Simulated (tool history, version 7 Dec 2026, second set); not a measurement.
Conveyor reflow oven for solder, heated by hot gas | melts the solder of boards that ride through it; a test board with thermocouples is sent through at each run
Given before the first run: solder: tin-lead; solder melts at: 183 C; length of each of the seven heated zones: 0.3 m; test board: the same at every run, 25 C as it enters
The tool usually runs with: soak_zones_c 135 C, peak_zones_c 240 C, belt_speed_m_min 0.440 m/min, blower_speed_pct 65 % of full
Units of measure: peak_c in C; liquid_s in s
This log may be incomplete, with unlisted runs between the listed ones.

run 1 hour=0.0 | soak_zones_c=135 peak_zones_c=240 belt_speed_m_min=0.440 blower_speed_pct=65 | peak_c=218.6 liquid_s=62.1
run 2 hour=27.9 | soak_zones_c=136 peak_zones_c=240 belt_speed_m_min=0.440 blower_speed_pct=65 | peak_c=218.5 liquid_s=62.0
run 3 hour=49.9 | soak_zones_c=136 peak_zones_c=240 belt_speed_m_min=0.440 blower_speed_pct=65 | peak_c=218.7 liquid_s=62.2
run 4 hour=73.4 | soak_zones_c=135 peak_zones_c=240 belt_speed_m_min=0.405 blower_speed_pct=65 | peak_c=221.4 liquid_s=69.4
run 5 hour=101.6 | soak_zones_c=135 peak_zones_c=240 belt_speed_m_min=0.440 blower_speed_pct=72 | peak_c=219.9 liquid_s=63.1
run 6 hour=120.9 | soak_zones_c=135 peak_zones_c=240 belt_speed_m_min=0.440 blower_speed_pct=72 | peak_c=220.2 liquid_s=63.3
run 7 hour=150.5 | soak_zones_c=135 peak_zones_c=240 belt_speed_m_min=0.411 blower_speed_pct=65 | peak_c=220.6 liquid_s=68.0
run 8 hour=168.0 | soak_zones_c=135 peak_zones_c=240 belt_speed_m_min=0.440 blower_speed_pct=65 | peak_c=218.3 liquid_s=61.4
run 9 hour=190.9 | soak_zones_c=135 peak_zones_c=240 belt_speed_m_min=0.440 blower_speed_pct=65 | peak_c=218.0 liquid_s=61.3
run 10 hour=220.8 | soak_zones_c=135 peak_zones_c=240 belt_speed_m_min=0.440 blower_speed_pct=65 | peak_c=218.2 liquid_s=60.9
run 11 hour=244.2 | soak_zones_c=135 peak_zones_c=240 belt_speed_m_min=0.440 blower_speed_pct=65 | peak_c=218.0 liquid_s=60.9
run 12 hour=256.9 | soak_zones_c=145 peak_zones_c=240 belt_speed_m_min=0.440 blower_speed_pct=65 | peak_c=220.0 liquid_s=66.8
run 13 hour=270.6 | soak_zones_c=135 peak_zones_c=240 belt_speed_m_min=0.440 blower_speed_pct=65 | peak_c=217.8 liquid_s=60.8
run 14 hour=285.2 | soak_zones_c=137 peak_zones_c=240 belt_speed_m_min=0.440 blower_speed_pct=65 | peak_c=218.3 liquid_s=62.5
run 15 hour=316.1 | soak_zones_c=137 peak_zones_c=240 belt_speed_m_min=0.440 blower_speed_pct=65 | peak_c=218.0 liquid_s=61.7
run 16 hour=329.0 | soak_zones_c=137 peak_zones_c=240 belt_speed_m_min=0.440 blower_speed_pct=65 | peak_c=218.0 liquid_s=61.8
run 17 hour=352.4 | soak_zones_c=137 peak_zones_c=234 belt_speed_m_min=0.481 blower_speed_pct=65 | peak_c=209.7 liquid_s=48.7
-- hour=359.3 flux residue cleaned out of gas plates and filters
run 18 hour=385.0 | soak_zones_c=143 peak_zones_c=254 belt_speed_m_min=0.504 blower_speed_pct=67 | peak_c=224.4 liquid_s=60.4
run 19 hour=403.7 | soak_zones_c=143 peak_zones_c=254 belt_speed_m_min=0.481 blower_speed_pct=67 | peak_c=226.4 liquid_s=64.4
-- hour=421.7 flux residue cleaned out of gas plates and filters, once more
run 20 hour=438.7 | soak_zones_c=143 peak_zones_c=254 belt_speed_m_min=0.481 blower_speed_pct=67 | peak_c=229.6 liquid_s=66.8
run 21 hour=455.9 | soak_zones_c=143 peak_zones_c=233 belt_speed_m_min=0.399 blower_speed_pct=67 | peak_c=218.0 liquid_s=72.4
run 22 hour=475.0 | soak_zones_c=143 peak_zones_c=233 belt_speed_m_min=0.399 blower_speed_pct=67 | peak_c=217.9 liquid_s=72.0
run 23 hour=488.9 | soak_zones_c=135 peak_zones_c=236 belt_speed_m_min=0.440 blower_speed_pct=65 | peak_c=215.3 liquid_s=59.2
run 24 hour=516.4 | soak_zones_c=135 peak_zones_c=237 belt_speed_m_min=0.440 blower_speed_pct=67 | peak_c=216.6 liquid_s=60.6
run 25 hour=539.6 | soak_zones_c=148 peak_zones_c=240 belt_speed_m_min=0.501 blower_speed_pct=58 | peak_c=214.6 liquid_s=54.7
run 26 hour=565.0 | soak_zones_c=148 peak_zones_c=240 belt_speed_m_min=0.501 blower_speed_pct=58 | peak_c=214.3 liquid_s=54.6
run 27 hour=580.1 | soak_zones_c=122 peak_zones_c=240 belt_speed_m_min=0.356 blower_speed_pct=65 | peak_c=223.8 liquid_s=77.6
run 28 hour=602.4 | soak_zones_c=128 peak_zones_c=240 belt_speed_m_min=0.356 blower_speed_pct=55 | peak_c=221.5 liquid_s=77.6
run 29 hour=617.3 | soak_zones_c=128 peak_zones_c=240 belt_speed_m_min=0.356 blower_speed_pct=74 | peak_c=226.3 liquid_s=82.7
run 30 hour=646.4 | soak_zones_c=149 peak_zones_c=244 belt_speed_m_min=0.356 blower_speed_pct=74 | peak_c=232.4 liquid_s=95.6
run 31 hour=669.1 | soak_zones_c=144 peak_zones_c=235 belt_speed_m_min=0.518 blower_speed_pct=70 | peak_c=211.7 liquid_s=49.3
run 32 hour=690.6 | soak_zones_c=144 peak_zones_c=235 belt_speed_m_min=0.374 blower_speed_pct=71 | peak_c=221.8 liquid_s=81.5

Forecast each of these 3 alternatives for the next run:
run A hour=714.7 | soak_zones_c=144 peak_zones_c=235 belt_speed_m_min=0.357 blower_speed_pct=76 | peak_c=? liquid_s=?
run B hour=714.7 | soak_zones_c=131 peak_zones_c=235 belt_speed_m_min=0.400 blower_speed_pct=71 | peak_c=? liquid_s=?
run C hour=714.7 | soak_zones_c=127 peak_zones_c=240 belt_speed_m_min=0.440 blower_speed_pct=55 | peak_c=? liquid_s=?

run=A peak_c=223.7 liquid_s=87.2
run=B peak_c=217.8 liquid_s=66.9
run=C peak_c=212.8 liquid_s=53.4
Had the tool no hidden state, the same runs would have come out as:
run=A peak_c=225.0 liquid_s=86.0
run=B peak_c=219.1 liquid_s=66.3
run=C peak_c=213.9 liquid_s=53.1

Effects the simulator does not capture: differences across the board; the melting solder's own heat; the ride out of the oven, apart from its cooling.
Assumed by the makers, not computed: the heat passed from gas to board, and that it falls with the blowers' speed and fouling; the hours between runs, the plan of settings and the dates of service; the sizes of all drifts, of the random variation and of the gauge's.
